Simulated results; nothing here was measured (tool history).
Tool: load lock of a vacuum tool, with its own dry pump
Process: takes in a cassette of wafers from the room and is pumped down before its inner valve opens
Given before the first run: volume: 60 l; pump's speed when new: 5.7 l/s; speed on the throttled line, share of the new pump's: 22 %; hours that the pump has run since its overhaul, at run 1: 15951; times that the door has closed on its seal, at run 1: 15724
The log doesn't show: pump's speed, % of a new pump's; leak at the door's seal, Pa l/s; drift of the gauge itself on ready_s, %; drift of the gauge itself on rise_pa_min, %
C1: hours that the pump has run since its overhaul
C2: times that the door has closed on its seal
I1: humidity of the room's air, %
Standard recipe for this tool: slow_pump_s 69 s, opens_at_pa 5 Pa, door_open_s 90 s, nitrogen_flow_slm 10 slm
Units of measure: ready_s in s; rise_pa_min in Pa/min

Run 1, day 0.000: usual settings; C1 15951; C2 15724; I1 45.9. Result: ready_s 160.9 s, rise_pa_min 0.026 Pa/min.
Run 2, day 13.908: usual settings; C1 16285; C2 16465; I1 47.7. Result: ready_s 160.8 s, rise_pa_min 0.030 Pa/min.
Run 3, day 30.608: usual settings; C1 16686; C2 17356; I1 44.4. Result: ready_s 160.6 s, rise_pa_min 0.021 Pa/min.
Run 4, day 40.946: usual settings; C1 16934; C2 17907; I1 46.8. Result: ready_s 160.6 s, rise_pa_min 0.026 Pa/min.
Run 5, day 56.067: usual settings; C1 17297; C2 18714; I1 43.3. Result: ready_s 158.6 s, rise_pa_min 0.021 Pa/min.
Run 6, day 63.500: usual settings; C1 17475; C2 19110; I1 43.5. Result: ready_s 158.7 s, rise_pa_min 0.023 Pa/min.
Run 7, day 73.846: usual settings; C1 17724; C2 19662; I1 44.2. Result: ready_s 159.7 s, rise_pa_min 0.024 Pa/min.
Run 8, day 84.267: usual settings; C1 17974; C2 20217; I1 45.3. Result: ready_s 160.7 s, rise_pa_min 0.023 Pa/min.
Run 9, day 97.146: usual settings but nitrogen_flow_slm 30 slm; C1 18283; C2 20904; I1 43.0. Result: ready_s 159.1 s, rise_pa_min 0.011 Pa/min.
Run 10, day 108.000: usual settings but nitrogen_flow_slm 30 slm; C1 18543; C2 21483; I1 43.4. Result: ready_s 159.1 s, rise_pa_min 0.013 Pa/min.
At day 119.375: dry pump taken out, an overhauled one fitted.
Run 11, day 122.429: usual settings; C1 73; C2 22239; I1 41.2. Result: ready_s 158.3 s, rise_pa_min 0.025 Pa/min.
Run 12, day 129.300: usual settings; C1 238; C2 22606; I1 44.4. Result: ready_s 158.3 s, rise_pa_min 0.022 Pa/min.
Run 13, day 137.554: usual settings but nitrogen_flow_slm 5 slm; C1 436; C2 23046; I1 43.0. Result: ready_s 160.7 s, rise_pa_min 0.027 Pa/min.
Run 14, day 154.308: usual settings but nitrogen_flow_slm 5 slm; C1 838; C2 23939; I1 44.6. Result: ready_s 159.0 s, rise_pa_min 0.025 Pa/min.
Run 15, day 171.025: usual settings; C1 1240; C2 24831; I1 45.8. Result: ready_s 158.0 s, rise_pa_min 0.024 Pa/min.
Run 16, day 182.621: usual settings; C1 1518; C2 25449; I1 43.7. Result: ready_s 161.3 s, rise_pa_min 0.019 Pa/min.
Run 17, day 190.600: usual settings; C1 1709; C2 25874; I1 45.4. Result: ready_s 160.1 s, rise_pa_min 0.024 Pa/min.
Run 18, day 204.558: usual settings; C1 2044; C2 26619; I1 43.7. Result: ready_s 160.7 s, rise_pa_min 0.023 Pa/min.
Run 19, day 220.600: usual settings but slow_pump_s 68 s, opens_at_pa 7 Pa; C1 2429; C2 27474; I1 45.7. Result: ready_s 155.5 s, rise_pa_min 0.024 Pa/min.
Run 20, day 235.600: usual settings but slow_pump_s 56 s, opens_at_pa 7 Pa, door_open_s 41 s, nitrogen_flow_slm 13 slm; C1 2789; C2 28274; I1 44.7. Result: ready_s 146.7 s, rise_pa_min 0.015 Pa/min.
Run 21, day 243.917: usual settings but slow_pump_s 121 s, door_open_s 161 s, nitrogen_flow_slm 5 slm; C1 2989; C2 28717; I1 42.2. Result: ready_s 200.1 s, rise_pa_min 0.038 Pa/min.
Run 22, day 254.767: usual settings but slow_pump_s 121 s, door_open_s 161 s, nitrogen_flow_slm 5 slm; C1 3249; C2 29296; I1 47.6. Result: ready_s 200.4 s, rise_pa_min 0.043 Pa/min.
Run 23, day 266.071: usual settings but slow_pump_s 121 s, door_open_s 161 s, nitrogen_flow_slm 5 slm; C1 3521; C2 29899; I1 44.3. Result: ready_s 197.4 s, rise_pa_min 0.039 Pa/min.
Run 24, day 274.654: usual settings but slow_pump_s 63 s, opens_at_pa 7 Pa, door_open_s 122 s; C1 3727; C2 30356; I1 48.3. Result: ready_s 150.9 s, rise_pa_min 0.027 Pa/min.
Run 25, day 289.167: usual settings but slow_pump_s 51 s, opens_at_pa 6 Pa, door_open_s 34 s; C1 4075; C2 31130; I1 44.0. Result: ready_s 144.3 s, rise_pa_min 0.018 Pa/min.
Run 26, day 297.375: usual settings but slow_pump_s 110 s, door_open_s 126 s; C1 4272; C2 31568; I1 43.3. Result: ready_s 192.1 s, rise_pa_min 0.028 Pa/min.
Run 27, day 313.067: usual settings but slow_pump_s 61 s, nitrogen_flow_slm 5 slm; C1 4649; C2 32405; I1 45.6. Result: ready_s 154.0 s, rise_pa_min 0.027 Pa/min.
Run 28, day 327.012: usual settings but slow_pump_s 88 s; C1 4983; C2 33149; I1 45.0. Result: ready_s 174.6 s, rise_pa_min 0.024 Pa/min.
Run 29, day 343.354: usual settings but slow_pump_s 35 s, opens_at_pa 10 Pa, door_open_s 31 s, nitrogen_flow_slm 7 slm; C1 5375; C2 34020; I1 46.8. Result: ready_s 125.5 s, rise_pa_min 0.015 Pa/min.
Run 30, day 358.362: usual settings but slow_pump_s 35 s, opens_at_pa 10 Pa, door_open_s 31 s, nitrogen_flow_slm 7 slm; C1 5736; C2 34820; I1 45.8. Result: ready_s 125.6 s, rise_pa_min 0.017 Pa/min.
Run 31, day 373.296: usual settings but slow_pump_s 35 s, opens_at_pa 10 Pa, door_open_s 31 s, nitrogen_flow_slm 7 slm; C1 6094; C2 35617; I1 45.2. Result: ready_s 124.2 s, rise_pa_min 0.013 Pa/min.
Run 32, day 384.004: usual settings but slow_pump_s 35 s, opens_at_pa 10 Pa, door_open_s 31 s, nitrogen_flow_slm 7 slm; C1 6351; C2 36188; I1 43.5. Result: ready_s 123.2 s, rise_pa_min 0.019 Pa/min.
Run 33, day 394.333: usual settings but opens_at_pa 9 Pa, door_open_s 44 s; C1 6599; C2 36739; I1 43.4. Result: ready_s 152.0 s, rise_pa_min 0.013 Pa/min.
Run 34, day 405.938: usual settings but slow_pump_s 106 s, opens_at_pa 6 Pa, door_open_s 77 s; C1 6877; C2 37357; I1 46.8. Result: ready_s 186.1 s, rise_pa_min 0.026 Pa/min.
Run 35, day 417.788: usual settings but slow_pump_s 106 s, opens_at_pa 6 Pa, door_open_s 77 s; C1 7162; C2 37989; I1 44.0. Result: ready_s 187.6 s, rise_pa_min 0.023 Pa/min.
Run 36, day 425.004: usual settings but slow_pump_s 111 s; C1 7335; C2 38374; I1 46.9. Result: ready_s 191.5 s, rise_pa_min 0.026 Pa/min.

Branching from run 36: 5 alternative next runs. What would each branch give?
Run A, day 436.312: usual settings but slow_pump_s 126 s, opens_at_pa 6 Pa, nitrogen_flow_slm 22 slm; C1 7607; C2 38977; I1 46.0. Result: ready_s ?, rise_pa_min ?.
Run B, day 436.312: usual settings but slow_pump_s 56 s, door_open_s 141 s, nitrogen_flow_slm 45 slm; C1 7607; C2 38977; I1 46.7. Result: ready_s ?, rise_pa_min ?.
Run C, day 436.312: usual settings but slow_pump_s 111 s, door_open_s 27 s; C1 7607; C2 38977; I1 46.7. Result: ready_s ?, rise_pa_min ?.
Run D, day 436.312: usual settings but slow_pump_s 46 s; C1 7607; C2 38977; I1 46.9. Result: ready_s ?, rise_pa_min ?.
Run E, day 436.312: usual settings but slow_pump_s 52 s, nitrogen_flow_slm 14 slm; C1 7607; C2 38977; I1 43.9. Result: ready_s ?, rise_pa_min ?.

run  ready_s  rise_pa_min
  A    201.9        0.018
  B    147.3        0.013
  C    193.1        0.012
  D    141.1        0.027
  E    146.0        0.018
Take away the tool's hidden state, keep each run's random variation, and the runs would have read:
run  ready_s  rise_pa_min
  A    201.8        0.016
  B    147.3        0.012
  C    193.0        0.011
  D    141.0        0.026
  E    145.9        0.016
